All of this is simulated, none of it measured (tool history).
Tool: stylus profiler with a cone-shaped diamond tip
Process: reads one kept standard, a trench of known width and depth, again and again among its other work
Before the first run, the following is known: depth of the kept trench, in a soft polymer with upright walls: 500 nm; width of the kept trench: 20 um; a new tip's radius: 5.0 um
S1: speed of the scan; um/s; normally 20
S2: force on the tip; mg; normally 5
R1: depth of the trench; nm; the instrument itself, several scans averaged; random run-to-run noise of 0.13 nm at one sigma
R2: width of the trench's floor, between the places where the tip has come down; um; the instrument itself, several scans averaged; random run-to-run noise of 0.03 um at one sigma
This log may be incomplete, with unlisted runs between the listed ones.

{"run": 1, "day": 0.0, "S1": 20, "S2": 5, "R1": 506.54, "R2": 15.32}
{"run": 2, "day": 3.362, "S1": 20, "S2": 5, "R1": 506.37, "R2": 15.34}
{"run": 3, "day": 6.388, "S1": 20, "S2": 5, "R1": 506.25, "R2": 15.33}
{"run": 4, "day": 9.825, "S1": 20, "S2": 5, "R1": 506.24, "R2": 15.24}
{"run": 5, "day": 11.825, "S1": 20, "S2": 5, "R1": 506.36, "R2": 15.28}
{"run": 6, "day": 13.492, "S1": 20, "S2": 5, "R1": 506.11, "R2": 15.29}
{"run": 7, "day": 16.083, "S1": 20, "S2": 5, "R1": 506.22, "R2": 15.2}
{"run": 8, "day": 19.25, "S1": 16, "S2": 5, "R1": 506.04, "R2": 15.27}
{"run": 9, "day": 21.962, "S1": 16, "S2": 5, "R1": 505.94, "R2": 15.2}
{"run": 10, "day": 25.733, "S1": 16, "S2": 5, "R1": 505.89, "R2": 15.19}
{"run": 11, "day": 28.242, "S1": 24, "S2": 5, "R1": 505.84, "R2": 15.17}
{"run": 12, "day": 30.179, "S1": 24, "S2": 5, "R1": 505.76, "R2": 15.17}
{"run": 13, "day": 32.508, "S1": 24, "S2": 5, "R1": 505.64, "R2": 15.13}
{"run": 14, "day": 35.233, "S1": 24, "S2": 5, "R1": 505.61, "R2": 15.15}
{"run": 15, "day": 37.479, "S1": 24, "S2": 5, "R1": 505.59, "R2": 15.11}
{"run": 16, "day": 40.196, "S1": 24, "S2": 5, "R1": 505.53, "R2": 15.06}
{"day": 40.729, "done": "height scale calibrated on a step standard"}
{"run": 17, "day": 42.346, "S1": 79, "S2": 3.02, "R1": 505.36, "R2": 14.94}
{"run": 18, "day": 45.554, "S1": 6, "S2": 5, "R1": 507.51, "R2": 15.1}
{"run": 19, "day": 48.004, "S1": 40, "S2": 2.73, "R1": 504.95, "R2": 15.02}
{"run": 20, "day": 50.892, "S1": 8, "S2": 5.93, "R1": 507.81, "R2": 14.99}
{"run": 21, "day": 53.558, "S1": 31, "S2": 14.9, "R1": 515.19, "R2": 14.91}
{"run": 22, "day": 56.975, "S1": 31, "S2": 14.9, "R1": 515.28, "R2": 15}
{"run": 23, "day": 58.517, "S1": 46, "S2": 3.61, "R1": 505.65, "R2": 14.89}
{"run": 24, "day": 60.158, "S1": 8, "S2": 3.79, "R1": 505.8, "R2": 14.95}
{"run": 25, "day": 63.917, "S1": 8, "S2": 3.79, "R1": 505.55, "R2": 14.92}
{"run": 26, "day": 67.55, "S1": 8, "S2": 3.79, "R1": 505.51, "R2": 14.97}
{"run": 27, "day": 69.788, "S1": 8, "S2": 3.79, "R1": 505.48, "R2": 14.92}
{"run": 28, "day": 71.888, "S1": 8, "S2": 3.79, "R1": 505.39, "R2": 14.87}
{"run": 29, "day": 74.75, "S1": 31, "S2": 3.73, "R1": 505.28, "R2": 14.83}
{"run": 30, "day": 77.142, "S1": 31, "S2": 3.73, "R1": 505.26, "R2": 14.81}
{"run": 31, "day": 79.979, "S1": 18, "S2": 8.26, "R1": 509.51, "R2": 14.81}
{"run": 32, "day": 81.746, "S1": 18, "S2": 8.26, "R1": 509.34, "R2": 14.88}

Consider 4 possible next runs. They are alternatives, not a sequence: every one starts from the tool as it was left by run 32. What does each give?
{"run": "A", "day": 85.004, "S1": 20, "S2": 1.69, "R1": "?", "R2": "?"}
{"run": "B", "day": 85.004, "S1": 62, "S2": 3.22, "R1": "?", "R2": "?"}
{"run": "C", "day": 85.004, "S1": 32, "S2": 4.4, "R1": "?", "R2": "?"}
{"run": "D", "day": 85.004, "S1": 5, "S2": 9.67, "R1": "?", "R2": "?"}

run=A R1=502.26 R2=14.78
run=B R1=504.4 R2=14.71
run=C R1=505.63 R2=14.79
run=D R1=510.37 R2=14.83
Take away the tool's hidden state, keep each run's random variation, and the runs would have read:
run=A R1=503.5 R2=15.6
run=B R1=505.66 R2=15.54
run=C R1=506.88 R2=15.61
run=D R1=511.64 R2=15.65

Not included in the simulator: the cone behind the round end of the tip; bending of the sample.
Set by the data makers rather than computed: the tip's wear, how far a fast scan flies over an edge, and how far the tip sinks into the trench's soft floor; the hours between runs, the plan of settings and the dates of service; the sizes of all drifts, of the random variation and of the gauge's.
